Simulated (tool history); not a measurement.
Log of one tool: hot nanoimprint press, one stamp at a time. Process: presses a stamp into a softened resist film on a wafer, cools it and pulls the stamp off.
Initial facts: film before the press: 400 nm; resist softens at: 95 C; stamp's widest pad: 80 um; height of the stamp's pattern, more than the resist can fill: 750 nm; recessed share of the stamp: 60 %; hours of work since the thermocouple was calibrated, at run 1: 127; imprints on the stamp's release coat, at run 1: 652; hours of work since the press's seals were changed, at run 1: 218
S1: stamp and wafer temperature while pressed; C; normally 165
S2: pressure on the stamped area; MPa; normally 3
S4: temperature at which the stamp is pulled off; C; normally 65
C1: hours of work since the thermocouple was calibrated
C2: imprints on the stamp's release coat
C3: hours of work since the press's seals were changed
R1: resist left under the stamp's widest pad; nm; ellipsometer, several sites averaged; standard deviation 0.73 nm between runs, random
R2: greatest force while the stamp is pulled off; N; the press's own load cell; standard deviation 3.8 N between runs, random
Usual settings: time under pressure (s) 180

run 1 hour=0 | S1=165 S2=3 time_under_pressure_(s)=180 S4=65 | C1=127 C2=652 C3=218 | R1=245.2 R2=227
run 2 hour=49.7 | S1=165 S2=2.34 time_under_pressure_(s)=180 S4=65 | C1=162 C2=832 C3=253 | R1=271.6 R2=254
run 3 hour=133.4 | S1=165 S2=2.34 time_under_pressure_(s)=180 S4=65 | C1=221 C2=1136 C3=312 | R1=276.3 R2=265
run 4 hour=211.4 | S1=165 S2=3 time_under_pressure_(s)=180 S4=65 | C1=276 C2=1418 C3=367 | R1=250.1 R2=291
run 5 hour=267.8 | S1=165 S2=3 time_under_pressure_(s)=180 S4=65 | C1=316 C2=1622 C3=407 | R1=250.5 R2=312
-- hour=341.2 stamp cleaned and given a new release coat
run 6 hour=341.2 | S1=165 S2=3 time_under_pressure_(s)=180 S4=65 | C1=364 C2=0 C3=454 | R1=252.5 R2=185
-- hour=354.2 plate thermocouple calibrated
run 7 hour=391.8 | S1=165 S2=3 time_under_pressure_(s)=180 S4=65 | C1=27 C2=173 C3=488 | R1=244.9 R2=198
run 8 hour=437.1 | S1=165 S2=3 time_under_pressure_(s)=247 S4=65 | C1=59 C2=337 C3=520 | R1=225.7 R2=209
run 9 hour=483.4 | S1=165 S2=3 time_under_pressure_(s)=247 S4=65 | C1=91 C2=505 C3=552 | R1=227.3 R2=226
run 10 hour=521.7 | S1=165 S2=3 time_under_pressure_(s)=180 S4=65 | C1=118 C2=643 C3=580 | R1=249.4 R2=234
run 11 hour=580.8 | S1=165 S2=3.73 time_under_pressure_(s)=180 S4=65 | C1=160 C2=857 C3=621 | R1=228.5 R2=243
-- hour=620.6 press's hydraulic seals changed and the load cell set to zero
run 12 hour=651 | S1=165 S2=3.73 time_under_pressure_(s)=180 S4=65 | C1=204 C2=1083 C3=22 | R1=221.8 R2=272
run 13 hour=708 | S1=165 S2=3 time_under_pressure_(s)=180 S4=65 | C1=244 C2=1289 C3=62 | R1=247.3 R2=283
run 14 hour=762.8 | S1=165 S2=3 time_under_pressure_(s)=180 S4=65 | C1=283 C2=1488 C3=100 | R1=247.4 R2=301
run 15 hour=816.1 | S1=165 S2=3 time_under_pressure_(s)=180 S4=65 | C1=320 C2=1681 C3=138 | R1=247.7 R2=312
-- hour=871.3 stamp cleaned and given a new release coat
run 16 hour=886 | S1=165 S2=2.29 time_under_pressure_(s)=180 S4=71 | C1=365 C2=53 C3=183 | R1=277.8 R2=168
-- hour=898.2 plate thermocouple calibrated
run 17 hour=934.8 | S1=174 S2=1.8 time_under_pressure_(s)=180 S4=67 | C1=26 C2=219 C3=215 | R1=223.9 R2=195
run 18 hour=978.1 | S1=171 S2=2.73 time_under_pressure_(s)=101 S4=51 | C1=56 C2=376 C3=246 | R1=241.9 R2=277
run 19 hour=1067.7 | S1=165 S2=1.96 time_under_pressure_(s)=213 S4=58 | C1=120 C2=701 C3=309 | R1=282.3 R2=266
run 20 hour=1126.2 | S1=165 S2=1.96 time_under_pressure_(s)=213 S4=58 | C1=161 C2=912 C3=351 | R1=283 R2=297
run 21 hour=1217.5 | S1=172 S2=2.28 time_under_pressure_(s)=193 S4=58 | C1=225 C2=1243 C3=415 | R1=215.3 R2=317
run 22 hour=1258.4 | S1=158 S2=3 time_under_pressure_(s)=180 S4=51 | C1=254 C2=1391 C3=444 | R1=318.6 R2=375
run 23 hour=1326 | S1=166 S2=3 time_under_pressure_(s)=180 S4=51 | C1=302 C2=1636 C3=492 | R1=244.3 R2=416
-- hour=1393.7 stamp cleaned and given a new release coat
run 24 hour=1408.9 | S1=172 S2=3.09 time_under_pressure_(s)=180 S4=72 | C1=356 C2=55 C3=546 | R1=191.2 R2=161
-- hour=1431.2 plate thermocouple calibrated
run 25 hour=1469.2 | S1=175 S2=3.15 time_under_pressure_(s)=180 S4=58 | C1=27 C2=262 C3=586 | R1=160.7 R2=229
-- hour=1557.2 press's hydraulic seals changed and the load cell set to zero
run 26 hour=1562.1 | S1=158 S2=1.92 time_under_pressure_(s)=108 S4=58 | C1=87 C2=570 C3=3 | R1=362.7 R2=258
run 27 hour=1606.9 | S1=158 S2=1.92 time_under_pressure_(s)=108 S4=58 | C1=118 C2=732 C3=35 | R1=363.3 R2=265
run 28 hour=1696.5 | S1=158 S2=4.28 time_under_pressure_(s)=265 S4=64 | C1=182 C2=1057 C3=98 | R1=249.1 R2=274
run 29 hour=1747.1 | S1=157 S2=4.28 time_under_pressure_(s)=329 S4=72 | C1=217 C2=1240 C3=134 | R1=245.7 R2=235

Alternative continuations, all from the tool just after run 29; predict every row:
run A hour=1799.8 | S1=170 S2=3 time_under_pressure_(s)=161 S4=58 | C1=255 C2=1431 C3=171 | R1=? R2=?
run B hour=1799.8 | S1=165 S2=3 time_under_pressure_(s)=180 S4=56 | C1=255 C2=1431 C3=171 | R1=? R2=?
run C hour=1799.8 | S1=165 S2=3 time_under_pressure_(s)=180 S4=64 | C1=255 C2=1431 C3=171 | R1=? R2=?

run=A R1=210.6 R2=336
run=B R1=245.8 R2=338
run=C R1=247 R2=300
Without the tool's unlogged condition, the same runs would have read:
run=A R1=204.5 R2=213
run=B R1=239.2 R2=215
run=C R1=240.3 R2=190
